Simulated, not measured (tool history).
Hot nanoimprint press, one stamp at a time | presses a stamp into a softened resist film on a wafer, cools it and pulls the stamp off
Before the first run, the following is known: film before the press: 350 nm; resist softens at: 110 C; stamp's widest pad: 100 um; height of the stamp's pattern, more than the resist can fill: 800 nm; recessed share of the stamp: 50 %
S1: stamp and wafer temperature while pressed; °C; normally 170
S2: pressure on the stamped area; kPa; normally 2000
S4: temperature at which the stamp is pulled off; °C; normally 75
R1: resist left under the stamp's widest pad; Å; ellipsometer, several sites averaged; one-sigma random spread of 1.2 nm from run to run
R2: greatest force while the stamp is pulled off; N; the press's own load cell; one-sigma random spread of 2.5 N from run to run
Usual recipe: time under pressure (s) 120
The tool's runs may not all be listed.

Run 1, hour 0: usual settings. Result: R1 2035 Å, R2 144 N.
Run 2, hour 25.3: usual settings. Result: R1 2026 Å, R2 146 N.
Run 3, hour 47.1: usual settings. Result: R1 2034 Å, R2 154 N.
Run 4, hour 61.7: usual settings. Result: R1 2029 Å, R2 153 N.
Run 5, hour 84.3: usual settings. Result: R1 2058 Å, R2 159 N.
Run 6, hour 97: usual settings but time under pressure (s) 230. Result: R1 1632 Å, R2 159 N.
Run 7, hour 109.7: usual settings but S1 171 °C. Result: R1 1964 Å, R2 163 N.
Run 8, hour 130: usual settings but S1 171 °C. Result: R1 1972 Å, R2 164 N.
Run 9, hour 143.1: usual settings. Result: R1 2062 Å, R2 167 N.
Run 10, hour 153.8: usual settings. Result: R1 2059 Å, R2 168 N.
Run 11, hour 167.2: usual settings but S2 1660 kPa. Result: R1 2198 Å, R2 171 N.
Run 12, hour 178.4: usual settings but S2 1660 kPa. Result: R1 2185 Å, R2 167 N.
At hour 189.6: stamp cleaned and given a new release coat.
Run 13, hour 197.5: usual settings but S2 1660 kPa. Result: R1 2209 Å, R2 116 N.
Run 14, hour 216.4: usual settings but S2 1660 kPa. Result: R1 2193 Å, R2 118 N.
Run 15, hour 230.8: usual settings but time under pressure (s) 161. Result: R1 1871 Å, R2 117 N.
Run 16, hour 243: usual settings but S2 1480 kPa, time under pressure (s) 113. Result: R1 2328 Å, R2 126 N.
Run 17, hour 253.7: usual settings but S1 162 °C, S2 1480 kPa, time under pressure (s) 127. Result: R1 2808 Å, R2 126 N.
Run 18, hour 279: usual settings but S1 162 °C, S2 1480 kPa, time under pressure (s) 127. Result: R1 2831 Å, R2 123 N.
Run 19, hour 299.1: usual settings but S1 162 °C, S2 1480 kPa, time under pressure (s) 127. Result: R1 2839 Å, R2 129 N.
Run 20, hour 317.4: usual settings but S1 171 °C, S2 2170 kPa, time under pressure (s) 125, S4 69 °C. Result: R1 1928 Å, R2 138 N.
Run 21, hour 331.7: usual settings. Result: R1 2086 Å, R2 134 N.
Run 22, hour 357.3: usual settings but S1 174 °C, S2 2740 kPa, time under pressure (s) 169. Result: R1 1364 Å, R2 136 N.
At hour 370.2: plate thermocouple calibrated.
Run 23, hour 372.1: usual settings but S1 158 °C, S2 2350 kPa, time under pressure (s) 62, S4 82 °C. Result: R1 3070 Å, R2 129 N.
Run 24, hour 396.7: usual settings but S2 2750 kPa. Result: R1 1764 Å, R2 134 N.
Run 25, hour 410: usual settings but S1 167 °C, S2 1830 kPa, S4 77 °C. Result: R1 2300 Å, R2 138 N.

What will run 26 give?
Run 26, hour 429.1: usual settings but S1 180 °C, S2 1830 kPa, time under pressure (s) 112, S4 69 °C. Result: R1 ?, R2 ?.

R1: 1451 Å
R2: 150 N
Were there no unlogged condition in the tool, this run, its random variation unchanged, would have produced R1 1439 Å, R2 118 N.

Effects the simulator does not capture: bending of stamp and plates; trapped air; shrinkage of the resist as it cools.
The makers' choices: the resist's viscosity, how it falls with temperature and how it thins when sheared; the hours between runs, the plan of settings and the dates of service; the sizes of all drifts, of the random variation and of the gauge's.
